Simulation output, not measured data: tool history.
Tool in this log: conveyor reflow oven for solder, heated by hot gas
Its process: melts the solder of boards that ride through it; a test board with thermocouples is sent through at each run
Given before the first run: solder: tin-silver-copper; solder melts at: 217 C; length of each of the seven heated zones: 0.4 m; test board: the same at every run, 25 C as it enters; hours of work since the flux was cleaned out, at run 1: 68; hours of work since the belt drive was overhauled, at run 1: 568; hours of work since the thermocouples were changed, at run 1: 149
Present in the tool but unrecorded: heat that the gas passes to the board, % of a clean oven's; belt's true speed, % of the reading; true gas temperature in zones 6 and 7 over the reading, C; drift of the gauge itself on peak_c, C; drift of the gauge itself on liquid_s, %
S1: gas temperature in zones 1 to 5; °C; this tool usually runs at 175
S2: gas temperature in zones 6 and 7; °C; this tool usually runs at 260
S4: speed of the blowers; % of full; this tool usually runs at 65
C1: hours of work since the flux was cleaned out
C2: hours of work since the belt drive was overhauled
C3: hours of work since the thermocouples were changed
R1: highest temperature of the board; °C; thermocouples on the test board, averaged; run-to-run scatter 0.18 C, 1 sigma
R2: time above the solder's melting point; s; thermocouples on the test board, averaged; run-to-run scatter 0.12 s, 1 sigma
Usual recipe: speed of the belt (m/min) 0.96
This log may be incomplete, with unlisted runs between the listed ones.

run 1 day=0 | S1=175 S2=260 speed_of_the_belt_(m/min)=0.96 S4=65 | C1=68 C2=568 C3=149 | R1=245 R2=33.8
run 2 day=2.454 | S1=175 S2=260 speed_of_the_belt_(m/min)=0.96 S4=65 | C1=105 C2=605 C3=186 | R1=244.6 R2=33.8
run 3 day=4.025 | S1=163 S2=260 speed_of_the_belt_(m/min)=0.96 S4=65 | C1=129 C2=629 C3=210 | R1=242.4 R2=29.6
run 4 day=6.279 | S1=163 S2=260 speed_of_the_belt_(m/min)=0.96 S4=65 | C1=163 C2=663 C3=244 | R1=242.6 R2=29.6
run 5 day=7.508 | S1=175 S2=260 speed_of_the_belt_(m/min)=0.96 S4=65 | C1=182 C2=682 C3=263 | R1=244.9 R2=33.8
run 6 day=9.142 | S1=175 S2=260 speed_of_the_belt_(m/min)=0.96 S4=65 | C1=206 C2=707 C3=288 | R1=245.1 R2=33.5
run 7 day=10.25 | S1=175 S2=260 speed_of_the_belt_(m/min)=0.96 S4=65 | C1=223 C2=724 C3=305 | R1=245 R2=33.9
-- day=12.333 flux residue cleaned out of gas plates and filters
run 8 day=12.396 | S1=170 S2=265 speed_of_the_belt_(m/min)=1.048 S4=55 | C1=1 C2=753 C3=334 | R1=243.2 R2=27.8
run 9 day=14.246 | S1=170 S2=265 speed_of_the_belt_(m/min)=0.825 S4=55 | C1=29 C2=781 C3=362 | R1=251.2 R2=42.5
run 10 day=16.588 | S1=175 S2=261 speed_of_the_belt_(m/min)=0.96 S4=65 | C1=64 C2=816 C3=397 | R1=245.9 R2=34.3
run 11 day=17.662 | S1=164 S2=257 speed_of_the_belt_(m/min)=0.96 S4=85 | C1=81 C2=833 C3=414 | R1=243.3 R2=30.9
run 12 day=18.85 | S1=164 S2=257 speed_of_the_belt_(m/min)=0.95 S4=58 | C1=99 C2=851 C3=432 | R1=239.3 R2=27.8

What does the tool deliver on the next run?
run 13 day=20.65 | S1=188 S2=260 speed_of_the_belt_(m/min)=0.96 S4=76 | C1=126 C2=878 C3=459 | R1=? R2=?

{"run 13": {"R1": 248.4, "R2": 39.6}}
If the tool had no hidden condition, the same run with the same run-to-run variation would have returned R1 248.5 °C, R2 39.6 s.
